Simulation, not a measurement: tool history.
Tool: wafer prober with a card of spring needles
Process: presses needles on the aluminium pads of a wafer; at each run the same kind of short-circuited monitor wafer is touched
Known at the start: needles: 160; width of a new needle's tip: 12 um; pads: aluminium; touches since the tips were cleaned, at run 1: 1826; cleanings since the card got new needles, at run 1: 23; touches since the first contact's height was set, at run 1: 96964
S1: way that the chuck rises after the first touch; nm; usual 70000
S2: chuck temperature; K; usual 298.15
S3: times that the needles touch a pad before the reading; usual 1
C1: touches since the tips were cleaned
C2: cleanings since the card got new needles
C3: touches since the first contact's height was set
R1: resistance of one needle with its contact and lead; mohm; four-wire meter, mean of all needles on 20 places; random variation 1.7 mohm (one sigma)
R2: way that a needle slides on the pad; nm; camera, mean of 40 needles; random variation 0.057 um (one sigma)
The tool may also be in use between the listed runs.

run,hour,S1,S2,S3,C1,C2,C3,R1,R2
1,0.0,70000,298.15,1,1826,23,96964,209,9130
# hour 10.9: tips cleaned on abrasive film
2,22.0,70000,298.15,1,2382,24,101652,268,9000
# hour 29.9: tips cleaned on abrasive film
# hour 48.7: tips cleaned on abrasive film
3,54.6,70000,298.15,2,1257,26,108559,190,9030
# hour 68.8: tips cleaned on abrasive film
# hour 88.4: tips cleaned on abrasive film
4,94.5,70000,298.15,2,1300,28,117049,190,8880
# hour 106.7: tips cleaned on abrasive film
# hour 125.5: tips cleaned on abrasive film
5,130.0,66000,298.15,2,957,30,124597,192,8280
# hour 143.8: tips cleaned on abrasive film
6,160.3,66000,298.15,2,3513,31,131042,216,8390
# hour 163.3: tips cleaned on abrasive film
# hour 182.0: tips cleaned on abrasive film
# hour 201.3: tips cleaned on abrasive film
7,204.3,66000,298.15,2,629,34,140388,184,8270
# hour 219.3: tips cleaned on abrasive film
# hour 236.7: tips cleaned on abrasive film
8,244.5,66000,298.15,2,1647,36,148927,193,8280
# hour 255.2: tips cleaned on abrasive film
# hour 272.8: tips cleaned on abrasive film
# hour 291.0: tips cleaned on abrasive film
9,295.5,70000,298.15,1,964,39,159767,203,8750
# hour 299.9: tips cleaned on abrasive film, once more
# hour 320.9: tips cleaned on abrasive film
10,331.5,70000,298.15,2,2269,41,167426,205,8740
# hour 340.2: tips cleaned on abrasive film
11,354.0,75000,298.15,1,2942,42,172207,226,9430
# hour 358.4: tips cleaned on abrasive film
# hour 376.7: tips cleaned on abrasive film
12,388.6,70000,298.15,1,2530,44,179555,230,8730
# hour 395.5: tips cleaned on abrasive film
# hour 414.2: tips cleaned on abrasive film
13,419.6,70000,298.15,1,1154,46,186149,204,8710
# hour 433.7: tips cleaned on abrasive film
# hour 451.2: tips cleaned on abrasive film
14,456.9,70000,298.15,1,1216,48,194074,212,8650
# hour 468.7: tips cleaned on abrasive film
# hour 486.9: tips cleaned on abrasive film
15,502.8,70000,298.15,1,3406,50,203848,239,8630
# hour 505.6: tips cleaned on abrasive film
# hour 523.3: tips cleaned on abrasive film
16,528.6,51000,298.15,1,1122,52,209302,237,6020
# hour 542.8: tips cleaned on abrasive film
17,557.7,51000,298.15,1,3188,53,215510,307,6040
# hour 561.1: tips cleaned on abrasive film
# hour 582.1: tips cleaned on abrasive film
18,583.3,83000,317.15,1,252,55,220941,187,10260
# hour 602.1: tips cleaned on abrasive film
19,609.8,70000,343.15,1,1631,56,226572,227,8610
# hour 622.1: tips cleaned on abrasive film
20,637.8,70000,343.15,1,3361,57,232547,254,8460
# hour 641.4: tips cleaned on abrasive film
# hour 660.8: tips cleaned on abrasive film
# hour 682.3: tips cleaned on abrasive film
21,686.7,81000,298.15,1,929,60,242920,200,9970
# hour 692.2: height of the first contact set anew
# hour 703.3: tips cleaned on abrasive film
22,709.8,81000,310.15,1,1383,61,3746,200,10820
# hour 722.3: tips cleaned on abrasive film
23,731.4,81000,310.15,1,1937,62,8337,208,10870
# hour 742.4: tips cleaned on abrasive film
# hour 760.9: tips cleaned on abrasive film
24,767.3,83000,360.15,2,1384,64,15973,198,11070
# hour 781.4: tips cleaned on abrasive film
# hour 802.1: tips cleaned on abrasive film
25,809.4,61000,360.15,1,1558,66,24910,236,8100
# hour 820.1: tips cleaned on abrasive film
# hour 840.8: tips cleaned on abrasive film
26,857.9,82000,298.15,1,3644,68,35240,223,10950
# hour 860.5: tips cleaned on abrasive film
# hour 878.1: tips cleaned on abrasive film
# hour 898.2: tips cleaned on abrasive film
27,904.1,80000,351.15,3,1270,71,45053,194,10630
# hour 916.1: tips cleaned on abrasive film
# hour 937.0: tips cleaned on abrasive film
# hour 955.4: tips cleaned on abrasive film
28,956.1,50000,327.15,1,162,74,56108,204,6630
# hour 973.7: tips cleaned on abrasive film
# hour 992.6: tips cleaned on abrasive film
29,992.6,89000,299.15,2,8,76,63864,172,11690

4 ways to go on from here, each from the tool as it stands after run 29. What would each give?
# hour 1011.2: tips cleaned on abrasive film
# hour 1029.3: tips cleaned on abrasive film
A,1036.1,89000,364.15,2,1451,78,73115,?,?
# hour 1011.2: tips cleaned on abrasive film
# hour 1029.3: tips cleaned on abrasive film
B,1036.1,90000,388.15,1,1451,78,73115,?,?
# hour 1011.2: tips cleaned on abrasive film
# hour 1029.3: tips cleaned on abrasive film
C,1036.1,89000,306.15,1,1451,78,73115,?,?
# hour 1011.2: tips cleaned on abrasive film
# hour 1029.3: tips cleaned on abrasive film
D,1036.1,51000,298.15,1,1451,78,73115,?,?

run,R1,R2
A,198,11630
B,213,11760
C,200,11630
D,257,6560
Without the tool's hidden state the same runs would have given:
run,R1,R2
A,180,11890
B,186,12020
C,170,11900
D,177,6820
